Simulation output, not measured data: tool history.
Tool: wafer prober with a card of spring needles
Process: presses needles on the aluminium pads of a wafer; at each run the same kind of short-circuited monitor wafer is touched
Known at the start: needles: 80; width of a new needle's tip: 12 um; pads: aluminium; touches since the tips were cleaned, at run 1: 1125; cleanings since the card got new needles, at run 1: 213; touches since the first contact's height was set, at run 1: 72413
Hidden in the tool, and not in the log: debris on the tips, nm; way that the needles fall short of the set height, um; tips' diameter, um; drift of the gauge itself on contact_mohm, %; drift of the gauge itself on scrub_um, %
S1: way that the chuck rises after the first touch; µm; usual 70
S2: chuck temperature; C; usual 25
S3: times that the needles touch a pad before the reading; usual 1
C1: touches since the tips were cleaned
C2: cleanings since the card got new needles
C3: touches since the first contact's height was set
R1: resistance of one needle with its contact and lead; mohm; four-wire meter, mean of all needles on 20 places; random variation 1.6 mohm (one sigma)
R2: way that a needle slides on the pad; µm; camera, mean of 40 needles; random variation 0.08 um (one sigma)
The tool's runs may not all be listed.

Run 1, hour 0.0: usual settings; C1 1125; C2 213; C3 72413. Result: R1 220 mohm, R2 12.01 µm.
At hour 1.4: tips cleaned on abrasive film.
At hour 4.6: tips cleaned on abrasive film.
At hour 7.9: tips cleaned on abrasive film.
At hour 10.5: tips cleaned on abrasive film.
At hour 13.2: tips cleaned on abrasive film.
Run 2, hour 13.2: usual settings; C1 0; C2 218; C3 80110. Result: R1 193 mohm, R2 11.44 µm.
At hour 16.5: tips cleaned on abrasive film.
At hour 19.7: tips cleaned on abrasive film.
At hour 23.0: tips cleaned on abrasive film.
At hour 26.2: tips cleaned on abrasive film.
At hour 29.5: tips cleaned on abrasive film.
Run 3, hour 30.1: usual settings; C1 335; C2 223; C3 90026. Result: R1 217 mohm, R2 11.27 µm.
At hour 32.7: tips cleaned on abrasive film.
At hour 35.9: tips cleaned on abrasive film.
At hour 38.6: tips cleaned on abrasive film.
At hour 41.8: tips cleaned on abrasive film.
Run 4, hour 44.0: usual settings; C1 1328; C2 227; C3 98253. Result: R1 276 mohm, R2 11.38 µm.
At hour 44.8: tips cleaned on abrasive film.
At hour 48.0: tips cleaned on abrasive film.
At hour 51.3: tips cleaned on abrasive film.
At hour 54.4: tips cleaned on abrasive film.
Run 5, hour 54.4: usual settings; C1 0; C2 231; C3 104307. Result: R1 187 mohm, R2 11.21 µm.
At hour 57.7: tips cleaned on abrasive film.
At hour 60.9: tips cleaned on abrasive film.
At hour 63.9: tips cleaned on abrasive film.
Run 6, hour 63.9: usual settings; C1 0; C2 234; C3 109902. Result: R1 198 mohm, R2 11.07 µm.
At hour 67.2: tips cleaned on abrasive film.
At hour 70.5: tips cleaned on abrasive film.
At hour 73.7: tips cleaned on abrasive film.
At hour 77.0: tips cleaned on abrasive film.
Run 7, hour 77.3: usual settings but S1 60 µm; C1 217; C2 238; C3 117785. Result: R1 236 mohm, R2 9.22 µm.
At hour 80.0: tips cleaned on abrasive film.
At hour 83.2: tips cleaned on abrasive film.
At hour 86.5: tips cleaned on abrasive film.
At hour 89.1: tips cleaned on abrasive film.
At hour 92.4: tips cleaned on abrasive film.
At hour 93.8: tips cleaned on abrasive film, once more.
At hour 97.0: tips cleaned on abrasive film.
At hour 100.0: tips cleaned on abrasive film.
Run 8, hour 100.0: usual settings but S2 32 C; C1 0; C2 246; C3 131009. Result: R1 192 mohm, R2 10.80 µm.
At hour 103.2: tips cleaned on abrasive film.
At hour 106.5: tips cleaned on abrasive film.
At hour 109.7: tips cleaned on abrasive film.
At hour 113.0: tips cleaned on abrasive film.
At hour 115.6: tips cleaned on abrasive film.
At hour 118.9: tips cleaned on abrasive film.
Run 9, hour 119.2: usual settings; C1 165; C2 252; C3 142289. Result: R1 213 mohm, R2 10.70 µm.
At hour 121.8: tips cleaned on abrasive film.
At hour 125.1: tips cleaned on abrasive film.
At hour 128.3: tips cleaned on abrasive film.
At hour 131.0: tips cleaned on abrasive film.
Run 10, hour 133.2: usual settings; C1 1391; C2 256; C3 150580. Result: R1 305 mohm, R2 10.62 µm.
At hour 134.0: tips cleaned on abrasive film.
At hour 137.2: tips cleaned on abrasive film.
At hour 140.5: tips cleaned on abrasive film.
At hour 143.8: tips cleaned on abrasive film.
At hour 147.0: tips cleaned on abrasive film.
At hour 159.0: card fitted with new needles.
At hour 162.3: tips cleaned on abrasive film.
Run 11, hour 163.4: usual settings; C1 658; C2 1; C3 2575. Result: R1 171 mohm, R2 12.72 µm.
At hour 165.4: tips cleaned on abrasive film.
At hour 168.6: tips cleaned on abrasive film.
At hour 171.3: tips cleaned on abrasive film.
At hour 174.5: tips cleaned on abrasive film.
At hour 177.8: tips cleaned on abrasive film.
At hour 181.0: tips cleaned on abrasive film.
At hour 183.7: tips cleaned on abrasive film.
Run 12, hour 184.4: usual settings; C1 439; C2 8; C3 14896. Result: R1 170 mohm, R2 12.70 µm.
At hour 186.4: tips cleaned on abrasive film.
At hour 189.7: tips cleaned on abrasive film.
At hour 192.9: tips cleaned on abrasive film.
At hour 196.2: tips cleaned on abrasive film.
At hour 199.4: tips cleaned on abrasive film.
Run 13, hour 201.1: usual settings; C1 998; C2 13; C3 24714. Result: R1 184 mohm, R2 12.52 µm.
At hour 202.5: tips cleaned on abrasive film.
At hour 205.7: tips cleaned on abrasive film.
At hour 209.0: tips cleaned on abrasive film.
At hour 212.2: tips cleaned on abrasive film.
At hour 215.5: tips cleaned on abrasive film.
At hour 218.8: tips cleaned on abrasive film.
At hour 221.4: tips cleaned on abrasive film.
Run 14, hour 221.6: usual settings; C1 126; C2 20; C3 36722. Result: R1 170 mohm, R2 12.59 µm.
At hour 224.2: tips cleaned on abrasive film.
At hour 227.5: tips cleaned on abrasive film.
At hour 230.1: tips cleaned on abrasive film.
At hour 233.4: tips cleaned on abrasive film.
At hour 236.6: tips cleaned on abrasive film.
Run 15, hour 238.6: usual settings but S1 81 µm, S2 123 C; C1 1208; C2 25; C3 46744. Result: R1 194 mohm, R2 14.41 µm.
At hour 239.4: tips cleaned on abrasive film.
At hour 242.6: tips cleaned on abrasive film.
At hour 245.9: tips cleaned on abrasive film.
At hour 249.2: tips cleaned on abrasive film.
At hour 252.4: tips cleaned on abrasive film.
At hour 255.0: tips cleaned on abrasive film.
At hour 258.3: tips cleaned on abrasive film.
Run 16, hour 260.3: usual settings but S1 76 µm, S2 37 C, S3 2; C1 1231; C2 32; C3 59474. Result: R1 176 mohm, R2 13.24 µm.
At hour 261.1: tips cleaned on abrasive film.
At hour 264.3: tips cleaned on abrasive film.
At hour 267.6: tips cleaned on abrasive film.
At hour 270.9: tips cleaned on abrasive film.
At hour 274.1: tips cleaned on abrasive film.
Run 17, hour 276.6: usual settings but S1 86 µm, S2 79 C; C1 1480; C2 37; C3 69005. Result: R1 188 mohm, R2 14.84 µm.
At hour 277.3: tips cleaned on abrasive film.
At hour 280.6: tips cleaned on abrasive film.
At hour 283.8: tips cleaned on abrasive film.
At hour 287.1: tips cleaned on abrasive film.
At hour 289.7: tips cleaned on abrasive film.
At hour 293.0: tips cleaned on abrasive film.
At hour 295.6: tips cleaned on abrasive film.
Run 18, hour 296.7: usual settings but S1 86 µm, S2 79 C; C1 696; C2 44; C3 80817. Result: R1 183 mohm, R2 14.88 µm.
At hour 298.7: tips cleaned on abrasive film.
At hour 302.0: tips cleaned on abrasive film.
At hour 305.3: tips cleaned on abrasive film.
At hour 308.5: tips cleaned on abrasive film.
At hour 311.8: tips cleaned on abrasive film.
At hour 315.1: tips cleaned on abrasive film.
At hour 318.2: tips cleaned on abrasive film.
Run 19, hour 318.2: usual settings but S1 86 µm, S2 79 C; C1 0; C2 51; C3 93403. Result: R1 174 mohm, R2 14.75 µm.
At hour 321.5: tips cleaned on abrasive film.
At hour 324.7: tips cleaned on abrasive film.
At hour 328.0: tips cleaned on abrasive film.
Run 20, hour 329.5: usual settings but S1 86 µm, S2 79 C; C1 937; C2 54; C3 100088. Result: R1 185 mohm, R2 14.62 µm.
At hour 330.9: tips cleaned on abrasive film.
At hour 334.2: tips cleaned on abrasive film.
At hour 337.4: tips cleaned on abrasive film.
At hour 340.7: tips cleaned on abrasive film.
At hour 343.9: tips cleaned on abrasive film.
Run 21, hour 345.5: usual settings but S1 63 µm, S2 79 C, S3 3; C1 959; C2 59; C3 109478. Result: R1 190 mohm, R2 10.36 µm.
At hour 346.9: tips cleaned on abrasive film.
At hour 350.2: tips cleaned on abrasive film.
At hour 353.4: tips cleaned on abrasive film.
At hour 356.7: tips cleaned on abrasive film.
At hour 359.9: tips cleaned on abrasive film.
At hour 363.2: tips cleaned on abrasive film.
Run 22, hour 363.2: usual settings but S2 34 C, S3 2; C1 0; C2 65; C3 119821. Result: R1 172 mohm, R2 11.58 µm.
At hour 365.8: tips cleaned on abrasive film.
At hour 369.1: tips cleaned on abrasive film.
At hour 372.3: tips cleaned on abrasive film.
At hour 375.6: tips cleaned on abrasive film.
At hour 378.2: tips cleaned on abrasive film.
At hour 381.5: tips cleaned on abrasive film.
Run 23, hour 382.9: usual settings but S2 40 C, S3 2; C1 868; C2 71; C3 131421. Result: R1 187 mohm, R2 11.56 µm.

4 ways to go on from here, each from the tool as it stands after run 23. What would each give?
At hour 384.3: tips cleaned on abrasive film.
At hour 387.5: tips cleaned on abrasive film.
At hour 390.8: tips cleaned on abrasive film.
At hour 394.1: tips cleaned on abrasive film.
At hour 397.3: tips cleaned on abrasive film.
At hour 400.6: tips cleaned on abrasive film.
At hour 403.9: tips cleaned on abrasive film.
Run A, hour 405.0: usual settings but S2 40 C, S3 2; C1 715; C2 78; C3 144398. Result: R1 ?, R2 ?.
At hour 384.3: tips cleaned on abrasive film.
At hour 387.5: tips cleaned on abrasive film.
At hour 390.8: tips cleaned on abrasive film.
At hour 394.1: tips cleaned on abrasive film.
At hour 397.3: tips cleaned on abrasive film.
At hour 400.6: tips cleaned on abrasive film.
At hour 403.9: tips cleaned on abrasive film.
Run B, hour 405.0: usual settings but S1 68 µm, S2 40 C, S3 2; C1 715; C2 78; C3 144398. Result: R1 ?, R2 ?.
At hour 384.3: tips cleaned on abrasive film.
At hour 387.5: tips cleaned on abrasive film.
At hour 390.8: tips cleaned on abrasive film.
At hour 394.1: tips cleaned on abrasive film.
At hour 397.3: tips cleaned on abrasive film.
At hour 400.6: tips cleaned on abrasive film.
At hour 403.9: tips cleaned on abrasive film.
Run C, hour 405.0: usual settings but S1 82 µm, S2 94 C, S3 2; C1 715; C2 78; C3 144398. Result: R1 ?, R2 ?.
At hour 384.3: tips cleaned on abrasive film.
At hour 387.5: tips cleaned on abrasive film.
At hour 390.8: tips cleaned on abrasive film.
At hour 394.1: tips cleaned on abrasive film.
At hour 397.3: tips cleaned on abrasive film.
At hour 400.6: tips cleaned on abrasive film.
At hour 403.9: tips cleaned on abrasive film.
Run D, hour 405.0: usual settings but S1 74 µm; C1 715; C2 78; C3 144398. Result: R1 ?, R2 ?.

run   R1     R2
  A  183  11.20
  B  186  10.88
  C  186  13.48
  D  184  12.03
Without the tool's hidden state the same runs would have given:
run   R1     R2
  A  166  12.73
  B  168  12.40
  C  173  15.01
  D  161  13.55

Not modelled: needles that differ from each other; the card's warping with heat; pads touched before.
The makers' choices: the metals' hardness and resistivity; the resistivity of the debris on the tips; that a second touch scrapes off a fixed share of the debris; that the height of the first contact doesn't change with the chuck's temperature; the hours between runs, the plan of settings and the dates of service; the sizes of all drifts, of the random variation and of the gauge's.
